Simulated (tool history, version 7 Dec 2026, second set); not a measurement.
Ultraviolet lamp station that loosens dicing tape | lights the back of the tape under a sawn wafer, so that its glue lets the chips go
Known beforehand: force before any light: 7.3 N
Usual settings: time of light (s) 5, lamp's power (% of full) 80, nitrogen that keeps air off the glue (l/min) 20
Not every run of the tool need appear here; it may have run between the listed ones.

| run | hour | time of light (s) | lamp's power (% of full) | nitrogen that keeps air off the glue (l/min) | force that peels the tape off (N) | light that reached the tape (mJ/cm²) |
|---|---|---|---|---|---|---|
| 1 | 0.0 | 5 | 80 | 20 | 0.345 | 243 |
| 2 | 9.7 | 5 | 80 | 20 | 0.346 | 239 |
| 3 | 15.9 | 5 | 80 | 20 | 0.336 | 240 |
| 4 | 26.6 | 5 | 80 | 20 | 0.338 | 238 |
| 5 | 40.0 | 5 | 80 | 20 | 0.332 | 243 |
| 6 | 51.4 | 5 | 80 | 20 | 0.347 | 237 |
| 7 | 61.9 | 5 | 80 | 20 | 0.324 | 237 |
| 8 | 74.5 | 5 | 80 | 20 | 0.351 | 240 |
| 9 | 84.9 | 5 | 80 | 10 | 0.575 | 240 |
| 10 | 91.1 | 5 | 85 | 20 | 0.304 | 254 |
| 11 | 99.5 | 5 | 80 | 20 | 0.334 | 239 |
| 12 | 111.9 | 5 | 80 | 20 | 0.333 | 237 |
| 13 | 121.9 | 5 | 80 | 20 | 0.335 | 239 |
| 14 | 134.1 | 5 | 80 | 20 | 0.323 | 241 |
| 15 | 144.0 | 5 | 80 | 20 | 0.345 | 237 |
| 16 | 157.4 | 5 | 80 | 34 | 0.242 | 242 |
| 17 | 171.2 | 5 | 80 | 34 | 0.249 | 242 |
| 18 | 177.3 | 5 | 68 | 20 | 0.497 | 202 |
| 19 | 190.7 | 5 | 68 | 20 | 0.490 | 207 |
| 20 | 201.4 | 5 | 68 | 20 | 0.506 | 204 |
| 21 | 210.4 | 5 | 78 | 20 | 0.366 | 230 |
| 22 | 220.4 | 5 | 80 | 6 | 0.858 | 237 |
| 23 | 227.6 | 3 | 80 | 24 | 0.957 | 143 |
| 24 | 238.8 | 2 | 80 | 14 | 2.271 | 94 |
| 25 | 250.6 | 2 | 80 | 14 | 2.271 | 95 |
| 26 | 263.2 | 8 | 98 | 10 | 0.131 | 468 |
| 27 | 269.2 | 4 | 86 | 19 | 0.511 | 207 |
| 28 | 281.1 | 5 | 92 | 17 | 0.266 | 271 |
| 29 | 289.3 | 5 | 100 | 10 | 0.331 | 299 |
| 30 | 300.0 | 5 | 100 | 10 | 0.343 | 294 |
| 31 | 310.7 | 5 | 100 | 10 | 0.331 | 298 |
| 32 | 321.9 | 9 | 72 | 15 | 0.136 | 391 |
| 33 | 329.9 | 9 | 67 | 30 | 0.112 | 362 |
| 34 | 340.5 | 4 | 84 | 30 | 0.410 | 204 |
| 35 | 350.8 | 5 | 66 | 20 | 0.562 | 199 |
| 36 | 360.2 | 3 | 92 | 20 | 0.837 | 166 |
| 37 | 367.5 | 3 | 92 | 20 | 0.818 | 166 |
| 38 | 374.1 | 3 | 92 | 24 | 0.712 | 166 |
| 39 | 387.8 | 6 | 96 | 20 | 0.141 | 345 |
| 40 | 400.8 | 5 | 81 | 32 | 0.251 | 239 |
| 41 | 407.8 | 5 | 64 | 20 | 0.581 | 189 |
| 42 | 421.1 | 5 | 86 | 20 | 0.297 | 255 |
| 43 | 430.9 | 5 | 99 | 7 | 0.459 | 294 |

Branching from run 43: 4 alternative next runs. What would each branch give?
| A | 437.3 | 9 | 65 | 20 | ? | ? |
| B | 437.3 | 5 | 99 | 10 | ? | ? |
| C | 437.3 | 6 | 74 | 26 | ? | ? |
| D | 437.3 | 4 | 99 | 25 | ? | ? |

| run | force that peels the tape off (N) | light that reached the tape (mJ/cm²) |
|---|---|---|
| A | 0.151 | 349 |
| B | 0.349 | 293 |
| C | 0.215 | 268 |
| D | 0.294 | 236 |
Stripped of hidden state, with their random variation kept, the same runs would have yielded:
| run | force that peels the tape off (N) | light that reached the tape (mJ/cm²) |
|---|---|---|
| A | 0.150 | 349 |
| B | 0.348 | 294 |
| C | 0.214 | 268 |
| D | 0.293 | 236 |
